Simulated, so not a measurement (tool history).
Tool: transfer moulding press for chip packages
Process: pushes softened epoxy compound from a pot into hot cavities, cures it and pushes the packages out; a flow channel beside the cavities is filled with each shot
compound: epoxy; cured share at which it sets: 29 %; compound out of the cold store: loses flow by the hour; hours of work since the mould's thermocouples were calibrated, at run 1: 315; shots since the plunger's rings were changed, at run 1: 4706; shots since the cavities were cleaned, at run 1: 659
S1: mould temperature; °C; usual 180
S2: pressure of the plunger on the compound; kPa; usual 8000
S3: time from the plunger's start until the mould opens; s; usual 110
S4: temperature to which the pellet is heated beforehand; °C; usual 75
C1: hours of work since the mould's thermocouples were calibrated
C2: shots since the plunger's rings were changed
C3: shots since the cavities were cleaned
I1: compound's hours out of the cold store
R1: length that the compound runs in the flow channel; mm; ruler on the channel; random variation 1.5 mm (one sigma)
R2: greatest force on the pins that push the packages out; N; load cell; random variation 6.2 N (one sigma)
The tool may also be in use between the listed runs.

| run | hour | S1 | S2 | S3 | S4 | C1 | C2 | C3 | I1 | R1 | R2 |
|---|---|---|---|---|---|---|---|---|---|---|---|
| 1 | 0 | 180 | 8000 | 110 | 75 | 315 | 4706 | 659 | 35.5 | 559 | 411 |
|  | 9.2 | cavities cleaned with cleaning compound and waxed |
| 2 | 23.6 | 180 | 8000 | 110 | 75 | 329 | 4936 | 150 | 11.9 | 622 | 478 |
| 3 | 49.9 | 180 | 8000 | 110 | 75 | 344 | 5209 | 423 | 28.2 | 576 | 449 |
|  | 56.8 | plunger's sealing rings changed |
|  | 67.7 | cavities cleaned with cleaning compound and waxed, once more |
| 4 | 77.8 | 176 | 8000 | 110 | 75 | 358 | 203 | 105 | 10.7 | 664 | 357 |
| 5 | 91.3 | 176 | 8000 | 93 | 75 | 366 | 343 | 245 | 47.3 | 561 | 512 |
| 6 | 105.2 | 176 | 8000 | 93 | 75 | 375 | 487 | 389 | 41.8 | 575 | 596 |
| 7 | 132 | 176 | 8000 | 93 | 75 | 391 | 766 | 668 | 37.7 | 584 | 656 |
|  | 142 | cavities cleaned with cleaning compound and waxed |
| 8 | 147.4 | 176 | 8000 | 93 | 75 | 399 | 910 | 57 | 35.6 | 588 | 416 |
| 9 | 161.6 | 176 | 8000 | 93 | 75 | 407 | 1057 | 204 | 32.7 | 597 | 514 |
| 10 | 175.5 | 180 | 8000 | 110 | 66 | 416 | 1202 | 349 | 42.1 | 564 | 360 |
| 11 | 192.9 | 180 | 8000 | 110 | 66 | 426 | 1383 | 530 | 46 | 550 | 405 |
|  | 215.6 | cavities cleaned with cleaning compound and waxed |
| 12 | 221.1 | 182 | 8000 | 110 | 75 | 442 | 1660 | 57 | 22.7 | 606 | 274 |
| 13 | 252.3 | 182 | 8000 | 110 | 75 | 460 | 1984 | 381 | 27.9 | 593 | 384 |
| 14 | 271.8 | 182 | 8000 | 110 | 75 | 472 | 2186 | 583 | 31.1 | 582 | 394 |
| 15 | 285.9 | 182 | 8000 | 110 | 75 | 480 | 2333 | 730 | 13.6 | 632 | 400 |
|  | 289.2 | cavities cleaned with cleaning compound and waxed |
| 16 | 318.9 | 180 | 8290 | 110 | 75 | 499 | 2660 | 308 | 22.9 | 614 | 359 |
| 17 | 333.5 | 180 | 8290 | 110 | 75 | 508 | 2812 | 460 | 15.7 | 635 | 407 |
|  | 362.7 | cavities cleaned with cleaning compound and waxed |
| 18 | 362.7 | 186 | 8290 | 141 | 78 | 524 | 3100 | 0 | 39.2 | 558 | 215 |
| 19 | 382 | 180 | 8160 | 110 | 75 | 536 | 3300 | 200 | 27.6 | 593 | 335 |
| 20 | 404.4 | 174 | 6690 | 118 | 75 | 549 | 3532 | 432 | 28.3 | 546 | 447 |
| 21 | 424 | 178 | 8000 | 110 | 75 | 561 | 3736 | 636 | 15.8 | 620 | 450 |
|  | 435.4 | cavities cleaned with cleaning compound and waxed |
| 22 | 444.6 | 183 | 6280 | 110 | 75 | 572 | 3935 | 96 | 20.7 | 525 | 282 |
| 23 | 469.6 | 180 | 9620 | 110 | 75 | 587 | 4195 | 356 | 40.9 | 602 | 382 |
| 24 | 485.5 | 174 | 7720 | 135 | 84 | 596 | 4360 | 521 | 19.8 | 605 | 410 |
|  | 508.1 | cavities cleaned with cleaning compound and waxed |
| 25 | 508.1 | 174 | 7750 | 135 | 84 | 609 | 4579 | 0 | 23.2 | 598 | 253 |
| 26 | 528.7 | 173 | 7750 | 135 | 84 | 621 | 4793 | 214 | 9.7 | 638 | 368 |
| 27 | 552.5 | 175 | 7210 | 93 | 75 | 635 | 5039 | 460 | 34.2 | 542 | 639 |
| 28 | 566.1 | 175 | 7210 | 93 | 75 | 643 | 5181 | 602 | 16 | 588 | 743 |

Forecast each of these 4 alternatives for the next run:
|  | 575.4 | plunger's sealing rings changed |
|  | 583 | cavities cleaned with cleaning compound and waxed |
| A | 596.9 | 176 | 6520 | 129 | 75 | 659 | 209 | 145 | 14 | ? | ? |
|  | 575.4 | plunger's sealing rings changed |
|  | 583 | cavities cleaned with cleaning compound and waxed |
| B | 596.9 | 178 | 7920 | 119 | 75 | 659 | 209 | 145 | 17.9 | ? | ? |
|  | 575.4 | plunger's sealing rings changed |
|  | 583 | cavities cleaned with cleaning compound and waxed |
| C | 596.9 | 175 | 9920 | 93 | 75 | 659 | 209 | 145 | 24.4 | ? | ? |
|  | 575.4 | plunger's sealing rings changed |
|  | 583 | cavities cleaned with cleaning compound and waxed |
| D | 596.9 | 175 | 7210 | 108 | 81 | 659 | 209 | 145 | 41 | ? | ? |

| run | R1 | R2 |
|---|---|---|
| A | 590 | 320 |
| B | 636 | 332 |
| C | 695 | 545 |
| D | 552 | 403 |
Without the tool's hidden state the same runs would have given:
| run | R1 | R2 |
|---|---|---|
| A | 591 | 234 |
| B | 637 | 243 |
| C | 696 | 380 |
| D | 553 | 286 |
